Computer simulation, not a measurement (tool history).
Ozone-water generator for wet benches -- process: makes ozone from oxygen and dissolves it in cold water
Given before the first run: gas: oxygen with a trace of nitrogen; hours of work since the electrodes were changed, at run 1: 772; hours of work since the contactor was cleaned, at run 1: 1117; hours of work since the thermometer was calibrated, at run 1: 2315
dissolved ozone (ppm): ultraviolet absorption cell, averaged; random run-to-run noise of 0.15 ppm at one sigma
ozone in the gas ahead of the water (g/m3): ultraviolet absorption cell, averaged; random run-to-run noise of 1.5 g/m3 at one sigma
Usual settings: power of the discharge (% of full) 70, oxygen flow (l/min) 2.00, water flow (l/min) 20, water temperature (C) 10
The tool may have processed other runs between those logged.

| run | hour | power of the discharge (% of full) | oxygen flow (l/min) | water flow (l/min) | water temperature (C) | hours of work since the electrodes were changed | hours of work since the contactor was cleaned | hours of work since the thermometer was calibrated | dissolved ozone (ppm) | ozone in the gas ahead of the water (g/m3) |
|---|---|---|---|---|---|---|---|---|---|---|
| 1 | 0.0 | 70 | 2.00 | 20 | 10 | 772 | 1117 | 2315 | 17.2 | 264.9 |
| 2 | 92.0 | 70 | 2.00 | 20 | 10 | 853 | 1198 | 2396 | 17.2 | 266.1 |
| 3 | 181.4 | 70 | 2.00 | 20 | 10 | 932 | 1276 | 2475 | 17.2 | 264.3 |
| 4 | 272.4 | 70 | 2.00 | 20 | 10 | 1012 | 1356 | 2555 | 17.3 | 259.9 |
| 5 | 366.3 | 70 | 2.00 | 17 | 10 | 1094 | 1439 | 2637 | 19.8 | 260.3 |
| 6 | 415.8 | 70 | 2.00 | 12 | 10 | 1138 | 1482 | 2681 | 27.1 | 258.9 |
| 7 | 503.5 | 70 | 2.00 | 20 | 10 | 1215 | 1559 | 2758 | 16.9 | 257.8 |
| 8 | 576.2 | 70 | 2.00 | 20 | 10 | 1279 | 1623 | 2822 | 16.9 | 256.2 |
| 9 | 623.5 | 70 | 2.00 | 20 | 10 | 1321 | 1665 | 2864 | 16.8 | 256.1 |
| 10 | 715.1 | 70 | 2.00 | 18 | 10 | 1401 | 1746 | 2944 | 18.7 | 252.6 |
| 11 | 789.3 | 70 | 2.00 | 18 | 10 | 1467 | 1811 | 3009 | 18.3 | 250.9 |
| 12 | 831.5 | 70 | 2.00 | 18 | 10 | 1504 | 1848 | 3047 | 18.0 | 251.1 |
| 13 | 883.5 | 70 | 2.00 | 18 | 10 | 1549 | 1894 | 3092 | 18.3 | 251.5 |
| 14 | 948.8 | 70 | 2.00 | 12 | 10 | 1607 | 1951 | 3150 | 26.4 | 252.4 |
| 15 | 1020.1 | 70 | 2.69 | 12 | 10 | 1670 | 2014 | 3213 | 27.0 | 212.9 |
| 16 | 1111.7 | 70 | 2.00 | 20 | 14 | 1750 | 2094 | 3293 | 15.9 | 248.8 |
| 17 | 1185.5 | 67 | 2.00 | 25 | 6 | 1815 | 2159 | 3358 | 12.7 | 239.9 |
|  | 1194.4 | water thermometer calibrated |
| 18 | 1274.5 | 70 | 2.00 | 20 | 10 | 1893 | 2237 | 70 | 15.8 | 246.0 |
|  | 1328.7 | contactor cleaned |
| 19 | 1353.2 | 51 | 3.29 | 25 | 13 | 1959 | 22 | 136 | 11.3 | 147.8 |
| 20 | 1445.9 | 70 | 2.11 | 23 | 10 | 2040 | 103 | 218 | 14.2 | 239.1 |
| 21 | 1502.8 | 70 | 2.11 | 24 | 10 | 2090 | 153 | 268 | 13.6 | 235.1 |
|  | 1547.1 | water thermometer calibrated, once more |
| 22 | 1573.9 | 70 | 1.17 | 24 | 7 | 2152 | 215 | 24 | 11.5 | 330.3 |
| 23 | 1621.7 | 49 | 2.85 | 20 | 11 | 2194 | 257 | 66 | 13.5 | 153.0 |
| 24 | 1715.2 | 49 | 2.85 | 20 | 11 | 2276 | 339 | 148 | 13.3 | 152.8 |
| 25 | 1811.1 | 49 | 2.85 | 20 | 11 | 2361 | 424 | 232 | 13.2 | 152.6 |
| 26 | 1876.8 | 51 | 2.00 | 18 | 8 | 2419 | 482 | 290 | 14.3 | 189.8 |
| 27 | 1964.4 | 72 | 2.00 | 16 | 14 | 2496 | 559 | 367 | 18.9 | 240.6 |
| 28 | 2032.5 | 72 | 2.00 | 31 | 15 | 2556 | 619 | 427 | 9.8 | 238.1 |
| 29 | 2086.3 | 72 | 2.00 | 31 | 15 | 2603 | 666 | 474 | 9.8 | 237.4 |
| 30 | 2162.9 | 53 | 1.98 | 17 | 16 | 2670 | 733 | 542 | 14.3 | 196.5 |
| 31 | 2242.1 | 53 | 1.98 | 17 | 7 | 2740 | 803 | 611 | 15.3 | 193.4 |
| 32 | 2339.0 | 56 | 1.31 | 28 | 14 | 2825 | 888 | 696 | 7.9 | 252.3 |

4 ways to go on from here, each from the tool as it stands after run 32. What would each give?
| A | 2385.4 | 49 | 1.31 | 25 | 14 | 2866 | 929 | 737 | ? | ? |
| B | 2385.4 | 70 | 1.38 | 20 | 10 | 2866 | 929 | 737 | ? | ? |
| C | 2385.4 | 47 | 1.31 | 28 | 14 | 2866 | 929 | 737 | ? | ? |
| D | 2385.4 | 43 | 1.72 | 13 | 10 | 2866 | 929 | 737 | ? | ? |

| run | dissolved ozone (ppm) | ozone in the gas ahead of the water (g/m3) |
|---|---|---|
| A | 8.4 | 230.7 |
| B | 13.7 | 287.7 |
| C | 7.2 | 224.2 |
| D | 15.9 | 181.5 |
Stripped of hidden state, with their random variation kept, the same runs would have yielded:
| run | dissolved ozone (ppm) | ozone in the gas ahead of the water (g/m3) |
|---|---|---|
| A | 9.8 | 265.1 |
| B | 16.8 | 347.1 |
| C | 8.4 | 256.2 |
| D | 18.1 | 204.8 |
